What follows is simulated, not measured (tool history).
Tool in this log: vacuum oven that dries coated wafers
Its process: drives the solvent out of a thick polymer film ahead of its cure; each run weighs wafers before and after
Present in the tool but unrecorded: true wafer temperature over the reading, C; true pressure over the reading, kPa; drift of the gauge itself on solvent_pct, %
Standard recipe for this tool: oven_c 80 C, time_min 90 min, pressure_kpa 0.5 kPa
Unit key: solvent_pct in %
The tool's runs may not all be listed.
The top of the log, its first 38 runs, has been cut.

| run | day | oven_c | time_min | pressure_kpa | hours of work since the thermocouples were calibrated | hours of work since the vacuum gauge was cleaned of residue | solvent_pct |
|---|---|---|---|---|---|---|---|
| 39 | 28.408 | 80 | 138 | 0.486 | 636 | 785 | 1.2 |
| 40 | 28.892 | 80 | 138 | 0.486 | 643 | 792 | 1.42 |
| 41 | 29.375 | 80 | 138 | 0.486 | 651 | 799 | 1.38 |
| 42 | 30.088 | 80 | 138 | 0.486 | 662 | 811 | 1.34 |
| 43 | 30.733 | 68 | 92 | 0.486 | 672 | 821 | 5.07 |
| 44 | 31.667 | 81 | 84 | 0.5 | 686 | 835 | 2.1 |
| 45 | 32.45 | 81 | 84 | 0.345 | 698 | 847 | 2 |
| 46 | 33.1 | 89 | 84 | 0.727 | 708 | 857 | 1.3 |

Below are 3 alternative next runs, each starting from the tool's condition after run 46. Predict each:
| A | 33.617 | 69 | 90 | 0.5 | 716 | 865 | ? |
| B | 33.617 | 83 | 84 | 0.727 | 716 | 865 | ? |
| C | 33.617 | 93 | 90 | 0.417 | 716 | 865 | ? |

| run | solvent_pct |
|---|---|
| A | 4.89 |
| B | 1.98 |
| C | 0.75 |
Had the tool no hidden state, the same runs would have come out as:
| run | solvent_pct |
|---|---|
| A | 3.88 |
| B | 1.4 |
| C | 0.41 |
